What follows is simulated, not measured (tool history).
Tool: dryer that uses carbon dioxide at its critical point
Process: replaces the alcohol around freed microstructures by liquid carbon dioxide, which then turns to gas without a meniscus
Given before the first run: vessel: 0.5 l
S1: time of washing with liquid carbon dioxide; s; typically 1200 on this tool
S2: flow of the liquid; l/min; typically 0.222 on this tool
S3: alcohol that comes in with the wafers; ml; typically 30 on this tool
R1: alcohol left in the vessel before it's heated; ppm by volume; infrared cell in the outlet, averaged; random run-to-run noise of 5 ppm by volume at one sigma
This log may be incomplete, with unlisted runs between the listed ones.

| run | hour | S1 | S2 | S3 | R1 |
|---|---|---|---|---|---|
| 1 | 0.0 | 1200 | 0.222 | 30 | 58 |
| 2 | 42.9 | 1200 | 0.222 | 30 | 59 |
| 3 | 73.2 | 1200 | 0.222 | 118 | 151 |
| 4 | 110.0 | 1200 | 0.222 | 118 | 130 |
| 5 | 153.4 | 1260 | 0.222 | 30 | 55 |
| 6 | 175.0 | 1260 | 0.222 | 78 | 84 |
| 7 | 211.2 | 1260 | 0.222 | 78 | 85 |
| 8 | 233.3 | 1200 | 0.222 | 30 | 74 |
| 9 | 263.5 | 1200 | 0.222 | 30 | 64 |
| 10 | 304.8 | 1200 | 0.222 | 30 | 59 |
| 11 | 330.2 | 1200 | 0.222 | 30 | 73 |
| 12 | 353.1 | 1200 | 0.222 | 57 | 106 |
| 13 | 388.6 | 1200 | 0.222 | 45 | 76 |
| 14 | 419.6 | 1200 | 0.222 | 45 | 89 |
| 15 | 456.8 | 1200 | 0.222 | 30 | 76 |
| 16 | 488.8 | 1200 | 0.222 | 30 | 72 |
| 17 | 534.1 | 1200 | 0.222 | 30 | 76 |
| 18 | 575.5 | 1200 | 0.222 | 24 | 62 |
| 19 | 602.2 | 1200 | 0.222 | 24 | 70 |
| 20 | 650.4 | 1200 | 0.222 | 24 | 73 |
| 21 | 698.5 | 900 | 0.290 | 23 | 81 |
| 22 | 731.1 | 900 | 0.304 | 33 | 79 |
| 23 | 777.5 | 900 | 0.304 | 33 | 74 |
| 24 | 800.4 | 840 | 0.205 | 90 | 1802 |
| 25 | 840.4 | 1800 | 0.137 | 104 | 316 |
| 26 | 873.0 | 1800 | 0.137 | 104 | 327 |
| 27 | 916.0 | 1500 | 0.222 | 30 | 55 |
| 28 | 956.5 | 1500 | 0.222 | 51 | 57 |
| 29 | 1001.8 | 1740 | 0.321 | 51 | 45 |
| 30 | 1031.1 | 1740 | 0.321 | 51 | 43 |
| 31 | 1079.6 | 1740 | 0.321 | 84 | 44 |
| 32 | 1110.7 | 1560 | 0.321 | 35 | 39 |
|  | 1129.8 | inlet filter changed |
| 33 | 1152.3 | 1380 | 0.238 | 22 | 46 |
| 34 | 1182.5 | 1380 | 0.238 | 22 | 53 |
| 35 | 1218.5 | 960 | 0.222 | 23 | 139 |
| 36 | 1259.8 | 960 | 0.366 | 37 | 49 |
| 37 | 1304.1 | 1680 | 0.222 | 23 | 47 |
| 38 | 1345.6 | 1200 | 0.222 | 47 | 87 |

Below are 4 alternative next runs, each starting from the tool's condition after run 38. Predict each:
| A | 1371.2 | 1200 | 0.152 | 98 | ? |
| B | 1371.2 | 1140 | 0.249 | 55 | ? |
| C | 1371.2 | 1860 | 0.222 | 30 | ? |
| D | 1371.2 | 1260 | 0.222 | 30 | ? |

| run | R1 |
|---|---|
| A | 1023 |
| B | 79 |
| C | 53 |
| D | 79 |
With no hidden state in the tool, these same runs would have given:
| run | R1 |
|---|---|
| A | 857 |
| B | 26 |
| C | 7 |
| D | 29 |

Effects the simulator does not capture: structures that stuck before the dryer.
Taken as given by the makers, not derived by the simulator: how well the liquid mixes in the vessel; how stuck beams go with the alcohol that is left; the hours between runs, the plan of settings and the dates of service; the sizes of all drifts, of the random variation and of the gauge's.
